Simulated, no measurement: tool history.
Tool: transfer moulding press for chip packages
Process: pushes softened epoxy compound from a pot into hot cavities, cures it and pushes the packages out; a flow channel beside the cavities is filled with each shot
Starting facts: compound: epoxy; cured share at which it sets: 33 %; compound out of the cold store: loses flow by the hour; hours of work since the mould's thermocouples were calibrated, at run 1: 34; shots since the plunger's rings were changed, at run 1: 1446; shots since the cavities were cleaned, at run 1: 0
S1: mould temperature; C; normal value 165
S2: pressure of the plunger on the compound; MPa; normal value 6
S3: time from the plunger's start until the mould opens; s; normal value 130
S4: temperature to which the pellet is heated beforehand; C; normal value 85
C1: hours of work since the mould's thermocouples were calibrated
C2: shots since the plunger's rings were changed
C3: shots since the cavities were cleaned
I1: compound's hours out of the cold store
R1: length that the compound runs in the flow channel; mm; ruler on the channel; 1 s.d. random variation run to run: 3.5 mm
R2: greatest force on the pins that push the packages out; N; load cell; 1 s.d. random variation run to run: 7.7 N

run 1 hour=0 | S1=165 S2=6 S3=130 S4=85 | C1=34 C2=1446 C3=0 | I1=9.6 | R1=842 R2=336
run 2 hour=10 | S1=165 S2=6 S3=124 S4=85 | C1=39 C2=1508 C3=62 | I1=39.1 | R1=701 R2=374
run 3 hour=16.9 | S1=165 S2=6 S3=124 S4=85 | C1=42 C2=1551 C3=105 | I1=8.8 | R1=842 R2=430
run 4 hour=24.7 | S1=165 S2=6 S3=124 S4=85 | C1=45 C2=1599 C3=153 | I1=22.3 | R1=775 R2=454
run 5 hour=34.5 | S1=165 S2=6 S3=124 S4=85 | C1=49 C2=1659 C3=213 | I1=45.8 | R1=678 R2=461
run 6 hour=40.6 | S1=165 S2=6 S3=124 S4=85 | C1=52 C2=1697 C3=251 | I1=10.2 | R1=832 R2=512
run 7 hour=48.6 | S1=165 S2=6 S3=124 S4=85 | C1=56 C2=1746 C3=300 | I1=31.4 | R1=731 R2=516
run 8 hour=57.9 | S1=165 S2=6 S3=124 S4=85 | C1=60 C2=1804 C3=358 | I1=14.5 | R1=822 R2=574
run 9 hour=65.2 | S1=165 S2=6 S3=124 S4=85 | C1=63 C2=1849 C3=403 | I1=30.8 | R1=735 R2=540
run 10 hour=73.2 | S1=165 S2=6 S3=124 S4=85 | C1=66 C2=1898 C3=452 | I1=29.7 | R1=746 R2=592
run 11 hour=78.4 | S1=165 S2=6 S3=124 S4=85 | C1=68 C2=1930 C3=484 | I1=23.4 | R1=772 R2=605
run 12 hour=85.9 | S1=165 S2=6 S3=124 S4=85 | C1=72 C2=1976 C3=530 | I1=38.3 | R1=699 R2=622
run 13 hour=93.2 | S1=165 S2=6 S3=124 S4=85 | C1=75 C2=2022 C3=576 | I1=17 | R1=801 R2=622
run 14 hour=103 | S1=165 S2=6 S3=130 S4=85 | C1=79 C2=2082 C3=636 | I1=39.3 | R1=696 R2=591
run 15 hour=113.8 | S1=165 S2=5.37 S3=130 S4=94 | C1=84 C2=2148 C3=702 | I1=46.8 | R1=629 R2=594
run 16 hour=118.1 | S1=165 S2=5.37 S3=149 S4=94 | C1=86 C2=2175 C3=729 | I1=40.1 | R1=662 R2=600
run 17 hour=126.7 | S1=162 S2=6.45 S3=165 S4=79 | C1=90 C2=2228 C3=782 | I1=21 | R1=816 R2=606
run 18 hour=132.8 | S1=162 S2=6.45 S3=165 S4=79 | C1=92 C2=2266 C3=820 | I1=29.6 | R1=774 R2=612
run 19 hour=138.6 | S1=166 S2=4.52 S3=146 S4=79 | C1=95 C2=2302 C3=856 | I1=38.7 | R1=604 R2=612
run 20 hour=148.6 | S1=166 S2=4.52 S3=146 S4=79 | C1=99 C2=2363 C3=917 | I1=18.7 | R1=688 R2=634
run 21 hour=155.9 | S1=164 S2=6 S3=127 S4=85 | C1=102 C2=2408 C3=962 | I1=30.7 | R1=740 R2=714
-- hour=161.3 cavities cleaned with cleaning compound and waxed
run 22 hour=163.8 | S1=165 S2=7.17 S3=130 S4=94 | C1=105 C2=2448 C3=16 | I1=29.5 | R1=808 R2=332
run 23 hour=173.4 | S1=164 S2=5.34 S3=130 S4=95 | C1=109 C2=2507 C3=75 | I1=48 | R1=622 R2=374
run 24 hour=183.9 | S1=164 S2=5.34 S3=130 S4=95 | C1=114 C2=2572 C3=140 | I1=40.3 | R1=654 R2=424
run 25 hour=190.4 | S1=160 S2=6 S3=130 S4=85 | C1=117 C2=2612 C3=180 | I1=19.8 | R1=796 R2=560
run 26 hour=197.5 | S1=165 S2=5.01 S3=130 S4=85 | C1=120 C2=2656 C3=224 | I1=8.2 | R1=772 R2=473
run 27 hour=206.1 | S1=168 S2=5.2 S3=117 S4=89 | C1=124 C2=2709 C3=277 | I1=46.8 | R1=616 R2=468
run 28 hour=212.6 | S1=165 S2=5.45 S3=160 S4=85 | C1=126 C2=2749 C3=317 | I1=14.3 | R1=766 R2=458

Forecast each of these 4 alternatives for the next run:
run A hour=219.2 | S1=165 S2=4.65 S3=139 S4=92 | C1=129 C2=2790 C3=358 | I1=23.4 | R1=? R2=?
run B hour=219.2 | S1=167 S2=5.45 S3=160 S4=85 | C1=129 C2=2790 C3=358 | I1=12.3 | R1=? R2=?
run C hour=219.2 | S1=165 S2=5.45 S3=148 S4=94 | C1=129 C2=2790 C3=358 | I1=11.2 | R1=? R2=?
run D hour=219.2 | S1=169 S2=6.19 S3=160 S4=87 | C1=129 C2=2790 C3=358 | I1=17.3 | R1=? R2=?

run=A R1=675 R2=511
run=B R1=773 R2=508
run=C R1=786 R2=491
run=D R1=796 R2=480
Without the tool's hidden state the same runs would have given:
run=A R1=693 R2=316
run=B R1=793 R2=318
run=C R1=807 R2=302
run=D R1=818 R2=295
